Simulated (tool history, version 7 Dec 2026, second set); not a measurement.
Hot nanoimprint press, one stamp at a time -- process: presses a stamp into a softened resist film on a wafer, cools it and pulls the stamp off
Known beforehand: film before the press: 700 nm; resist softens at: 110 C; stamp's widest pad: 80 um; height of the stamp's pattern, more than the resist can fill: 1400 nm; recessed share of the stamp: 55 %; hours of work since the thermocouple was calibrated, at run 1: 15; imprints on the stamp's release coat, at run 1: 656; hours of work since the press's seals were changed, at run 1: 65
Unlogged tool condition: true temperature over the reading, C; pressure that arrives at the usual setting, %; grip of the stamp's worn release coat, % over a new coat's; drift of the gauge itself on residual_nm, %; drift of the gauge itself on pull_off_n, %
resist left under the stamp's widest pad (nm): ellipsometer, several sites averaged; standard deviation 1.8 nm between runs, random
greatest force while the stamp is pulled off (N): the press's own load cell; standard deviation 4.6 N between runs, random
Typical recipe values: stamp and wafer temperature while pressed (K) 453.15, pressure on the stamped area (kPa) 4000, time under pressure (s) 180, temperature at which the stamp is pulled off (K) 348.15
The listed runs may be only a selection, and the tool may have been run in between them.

run     day  stamp and wafer temperature while pressed (K)  pressure on the stamped area (kPa)  time under pressure (s)  temperature at which the stamp is pulled off (K)  hours of work since the thermocouple was calibrated  imprints on the stamp's release coat  hours of work since the press's seals were changed  resist left under the stamp's widest pad (nm)  greatest force while the stamp is pulled off (N)
  1   0.000                                         453.15                                4000                      180                                            348.15                                                   15                                   656                                                  65                                          282.1                                               263
  2   0.671                                         453.15                                4000                      180                                            348.15                                                   26                                   726                                                  77                                          278.6                                               273
  3   1.496                                         453.15                                4000                      180                                            348.15                                                   41                                   812                                                  92                                          280.5                                               279
  4   1.912                                         453.15                                4000                      180                                            348.15                                                   48                                   855                                                  99                                          282.7                                               274
  5   2.817                                         453.15                                2900                      180                                            348.15                                                   64                                   949                                                 115                                          325.5                                               297
  6   3.408                                         453.15                                4000                      180                                            348.15                                                   75                                  1011                                                 125                                          284.1                                               286
  7   3.946                                         453.15                                3030                      180                                            348.15                                                   84                                  1066                                                 135                                          327.3                                               297
  8   4.354                                         453.15                                3070                      180                                            348.15                                                   91                                  1109                                                 142                                          319.8                                               306
  9   5.192                                         446.15                                4000                      180                                            348.15                                                  106                                  1196                                                 157                                          419.6                                               306
 10   5.721                                         453.15                                4000                      180                                            348.15                                                  115                                  1251                                                 166                                          287.6                                               309
 11   6.500                                         453.15                                4000                      224                                            348.15                                                  129                                  1332                                                 180                                          263.9                                               307
      6.712  -- plate thermocouple calibrated
 12   7.533                                         453.15                                4000                      224                                            348.15                                                   14                                  1426                                                 196                                          268.6                                               335
 13   8.212                                         453.15                                3740                      224                                            348.15                                                   26                                  1497                                                 208                                          272.7                                               324
 14   8.638                                         453.15                                3740                      224                                            348.15                                                   34                                  1541                                                 215                                          279.4                                               323
 15   9.121                                         453.15                                4610                      224                                            348.15                                                   42                                  1591                                                 224                                          255.0                                               321
 16   9.708                                         459.15                                4000                      245                                            348.15                                                   53                                  1652                                                 234                                          182.7                                               338
 17  10.392                                         453.15                                4000                      180                                            353.15                                                   65                                  1723                                                 246                                          300.9                                               346
 18  10.954                                         453.15                                4000                      180                                            353.15                                                   75                                  1782                                                 256                                          298.5                                               335
     11.358  -- stamp cleaned and given a new release coat
     11.667  -- plate thermocouple calibrated, once more
 19  12.275                                         453.15                                4000                      180                                            353.15                                                   11                                    82                                                 273                                          279.8                                               215
 20  12.796                                         451.15                                4000                      339                                            353.15                                                   20                                   136                                                 282                                          245.2                                               225
 21  13.700                                         442.15                                4000                      170                                            346.15                                                   36                                   230                                                 298                                          508.3                                               235
 22  14.325                                         456.15                                4000                      179                                            348.15                                                   47                                   295                                                 309                                          240.7                                               248

Alternative continuations, all from the tool just after run 22; predict every row:
  A  14.788                                         461.15                                4000                      235                                            341.15                                                   55                                   343                                                 317                                              ?                                                 ?
  B  14.788                                         453.15                                4000                      180                                            348.15                                                   55                                   343                                                 317                                              ?                                                 ?
  C  14.788                                         455.15                                4000                      167                                            348.15                                                   55                                   343                                                 317                                              ?                                                 ?
  D  14.788                                         453.15                                5340                      295                                            334.15                                                   55                                   343                                                 317                                              ?                                                 ?

run  resist left under the stamp's widest pad (nm)  greatest force while the stamp is pulled off (N)
  A                                          158.6                                               263
  B                                          286.0                                               248
  C                                          263.3                                               250
  D                                          203.4                                               270
Stripped of hidden state, with their random variation kept, the same runs would have yielded:
run  resist left under the stamp's widest pad (nm)  greatest force while the stamp is pulled off (N)
  A                                          156.3                                               239
  B                                          282.0                                               226
  C                                          259.6                                               228
  D                                          199.7                                               245
